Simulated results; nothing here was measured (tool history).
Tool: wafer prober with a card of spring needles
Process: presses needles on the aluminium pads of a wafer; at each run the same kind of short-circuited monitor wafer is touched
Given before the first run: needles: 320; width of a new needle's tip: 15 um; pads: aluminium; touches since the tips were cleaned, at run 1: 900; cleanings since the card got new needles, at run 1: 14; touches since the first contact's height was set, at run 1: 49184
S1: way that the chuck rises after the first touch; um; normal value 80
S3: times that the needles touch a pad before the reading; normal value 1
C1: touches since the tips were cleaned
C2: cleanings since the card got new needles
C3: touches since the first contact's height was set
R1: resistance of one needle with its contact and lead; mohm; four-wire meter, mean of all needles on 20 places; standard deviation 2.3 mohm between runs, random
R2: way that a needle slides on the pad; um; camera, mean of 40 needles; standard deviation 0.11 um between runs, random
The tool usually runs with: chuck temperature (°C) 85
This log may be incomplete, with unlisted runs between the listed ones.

{"run": 1, "day": 0.0, "S1": 80, "chuck temperature (°C)": 85, "S3": 1, "C1": 900, "C2": 14, "C3": 49184, "R1": 257, "R2": 12.79}
{"run": 2, "day": 0.246, "S1": 80, "chuck temperature (°C)": 85, "S3": 1, "C1": 1961, "C2": 14, "C3": 50245, "R1": 258, "R2": 12.73}
{"run": 3, "day": 0.458, "S1": 80, "chuck temperature (°C)": 85, "S3": 1, "C1": 2900, "C2": 14, "C3": 51184, "R1": 261, "R2": 12.65}
{"day": 0.508, "done": "tips cleaned on abrasive film"}
{"run": 4, "day": 0.717, "S1": 80, "chuck temperature (°C)": 85, "S3": 1, "C1": 913, "C2": 15, "C3": 52282, "R1": 261, "R2": 12.59}
{"run": 5, "day": 1.208, "S1": 80, "chuck temperature (°C)": 85, "S3": 1, "C1": 3048, "C2": 15, "C3": 54417, "R1": 258, "R2": 12.6}
{"day": 1.242, "done": "tips cleaned on abrasive film"}
{"run": 6, "day": 1.633, "S1": 80, "chuck temperature (°C)": 85, "S3": 1, "C1": 1702, "C2": 16, "C3": 56245, "R1": 260, "R2": 12.68}
{"run": 7, "day": 1.921, "S1": 80, "chuck temperature (°C)": 85, "S3": 1, "C1": 2964, "C2": 16, "C3": 57507, "R1": 259, "R2": 12.79}
{"day": 1.962, "done": "tips cleaned on abrasive film"}
{"run": 8, "day": 2.254, "S1": 80, "chuck temperature (°C)": 85, "S3": 1, "C1": 1266, "C2": 17, "C3": 58925, "R1": 259, "R2": 12.83}
{"run": 9, "day": 2.538, "S1": 80, "chuck temperature (°C)": 85, "S3": 1, "C1": 2504, "C2": 17, "C3": 60163, "R1": 259, "R2": 12.66}
{"day": 2.675, "done": "tips cleaned on abrasive film"}
{"run": 10, "day": 2.996, "S1": 80, "chuck temperature (°C)": 85, "S3": 1, "C1": 1402, "C2": 18, "C3": 62140, "R1": 259, "R2": 12.8}
{"run": 11, "day": 3.338, "S1": 80, "chuck temperature (°C)": 85, "S3": 1, "C1": 2885, "C2": 18, "C3": 63623, "R1": 259, "R2": 12.95}
{"day": 3.404, "done": "tips cleaned on abrasive film"}
{"run": 12, "day": 3.754, "S1": 80, "chuck temperature (°C)": 85, "S3": 1, "C1": 1518, "C2": 19, "C3": 65423, "R1": 257, "R2": 12.7}
{"day": 4.138, "done": "tips cleaned on abrasive film"}
{"run": 13, "day": 4.175, "S1": 80, "chuck temperature (°C)": 85, "S3": 2, "C1": 160, "C2": 20, "C3": 67229, "R1": 256, "R2": 12.72}
{"run": 14, "day": 4.517, "S1": 80, "chuck temperature (°C)": 85, "S3": 2, "C1": 1657, "C2": 20, "C3": 68726, "R1": 260, "R2": 12.92}
{"run": 15, "day": 4.746, "S1": 80, "chuck temperature (°C)": 85, "S3": 2, "C1": 2642, "C2": 20, "C3": 69711, "R1": 256, "R2": 12.75}
{"day": 4.871, "done": "tips cleaned on abrasive film"}
{"run": 16, "day": 5.067, "S1": 80, "chuck temperature (°C)": 85, "S3": 2, "C1": 845, "C2": 21, "C3": 71090, "R1": 259, "R2": 12.66}
{"run": 17, "day": 5.4, "S1": 67, "chuck temperature (°C)": 77, "S3": 1, "C1": 2294, "C2": 21, "C3": 72539, "R1": 259, "R2": 10.54}
{"day": 5.588, "done": "tips cleaned on abrasive film"}
{"run": 18, "day": 5.729, "S1": 67, "chuck temperature (°C)": 77, "S3": 1, "C1": 618, "C2": 22, "C3": 73957, "R1": 257, "R2": 10.64}
{"run": 19, "day": 6.221, "S1": 84, "chuck temperature (°C)": 77, "S3": 1, "C1": 2749, "C2": 22, "C3": 76088, "R1": 254, "R2": 13.57}
{"day": 6.325, "done": "tips cleaned on abrasive film"}
{"run": 20, "day": 6.704, "S1": 84, "chuck temperature (°C)": 77, "S3": 1, "C1": 1644, "C2": 23, "C3": 78169, "R1": 256, "R2": 13.38}
{"day": 7.038, "done": "tips cleaned on abrasive film"}
{"run": 21, "day": 7.171, "S1": 84, "chuck temperature (°C)": 77, "S3": 1, "C1": 581, "C2": 24, "C3": 80182, "R1": 259, "R2": 13.37}
{"run": 22, "day": 7.546, "S1": 84, "chuck temperature (°C)": 77, "S3": 1, "C1": 2220, "C2": 24, "C3": 81821, "R1": 254, "R2": 13.28}
{"day": 7.758, "done": "tips cleaned on abrasive film"}
{"run": 23, "day": 7.871, "S1": 72, "chuck temperature (°C)": 64, "S3": 3, "C1": 478, "C2": 25, "C3": 83207, "R1": 253, "R2": 11.38}
{"run": 24, "day": 8.354, "S1": 63, "chuck temperature (°C)": 85, "S3": 1, "C1": 2583, "C2": 25, "C3": 85312, "R1": 261, "R2": 10.07}
{"day": 8.504, "done": "tips cleaned on abrasive film"}
{"run": 25, "day": 8.583, "S1": 63, "chuck temperature (°C)": 85, "S3": 1, "C1": 354, "C2": 26, "C3": 86297, "R1": 259, "R2": 9.96}
{"run": 26, "day": 8.892, "S1": 63, "chuck temperature (°C)": 76, "S3": 1, "C1": 1699, "C2": 26, "C3": 87642, "R1": 261, "R2": 10.16}
{"run": 27, "day": 9.179, "S1": 80, "chuck temperature (°C)": 65, "S3": 2, "C1": 2940, "C2": 26, "C3": 88883, "R1": 252, "R2": 12.68}
{"day": 9.25, "done": "tips cleaned on abrasive film"}
{"run": 28, "day": 9.583, "S1": 93, "chuck temperature (°C)": 52, "S3": 1, "C1": 1452, "C2": 27, "C3": 90631, "R1": 247, "R2": 14.76}
{"run": 29, "day": 9.858, "S1": 87, "chuck temperature (°C)": 26, "S3": 1, "C1": 2634, "C2": 27, "C3": 91813, "R1": 246, "R2": 13.75}
{"day": 9.979, "done": "tips cleaned on abrasive film"}
{"run": 30, "day": 10.333, "S1": 87, "chuck temperature (°C)": 26, "S3": 1, "C1": 1554, "C2": 28, "C3": 93874, "R1": 242, "R2": 13.95}
{"run": 31, "day": 10.558, "S1": 87, "chuck temperature (°C)": 26, "S3": 1, "C1": 2534, "C2": 28, "C3": 94854, "R1": 242, "R2": 13.87}

Entry by entry between the runs, the difference in hidden state between the last listed run before and the first listed run after:
Runs 3 to 4: tips cleaned on abrasive film (day 0.508)
  debris on the tips, nm: 0.9 -> 0.4; tips' diameter, um: 15.01 -> 15.02
Runs 5 to 6: tips cleaned on abrasive film (day 1.242)
  debris on the tips, nm: 0.9 -> 0.6; way that the needles fall short of the set height, um: 0.04 -> 0.05
Runs 7 to 8: tips cleaned on abrasive film (day 1.962)
  debris on the tips, nm: 0.9 -> 0.5
Runs 9 to 10: tips cleaned on abrasive film (day 2.675)
  debris on the tips, nm: 0.8 -> 0.5
Runs 11 to 12: tips cleaned on abrasive film (day 3.404)
  debris on the tips, nm: 0.8 -> 0.5
Runs 12 to 13: tips cleaned on abrasive film (day 4.138)
  debris on the tips, nm: 0.5 -> 0.2; way that the needles fall short of the set height, um: 0.05 -> 0.06
Runs 15 to 16: tips cleaned on abrasive film (day 4.871)
  debris on the tips, nm: 0.8 -> 0.3
Runs 17 to 18: tips cleaned on abrasive film (day 5.588)
  debris on the tips, nm: 0.7 -> 0.3; way that the needles fall short of the set height, um: 0.06 -> 0.07
Runs 19 to 20: tips cleaned on abrasive film (day 6.325)
  debris on the tips, nm: 0.8 -> 0.6
Runs 20 to 21: tips cleaned on abrasive film (day 7.038)
  debris on the tips, nm: 0.6 -> 0.3
Runs 22 to 23: tips cleaned on abrasive film (day 7.758)
  debris on the tips, nm: 0.7 -> 0.3; tips' diameter, um: 15.02 -> 15.03
Runs 24 to 25: tips cleaned on abrasive film (day 8.504)
  debris on the tips, nm: 0.8 -> 0.2; way that the needles fall short of the set height, um: 0.07 -> 0.08
Runs 27 to 28: tips cleaned on abrasive film (day 9.25)
  debris on the tips, nm: 0.9 -> 0.5
Runs 29 to 30: tips cleaned on abrasive film (day 9.979)
  debris on the tips, nm: 0.8 -> 0.6
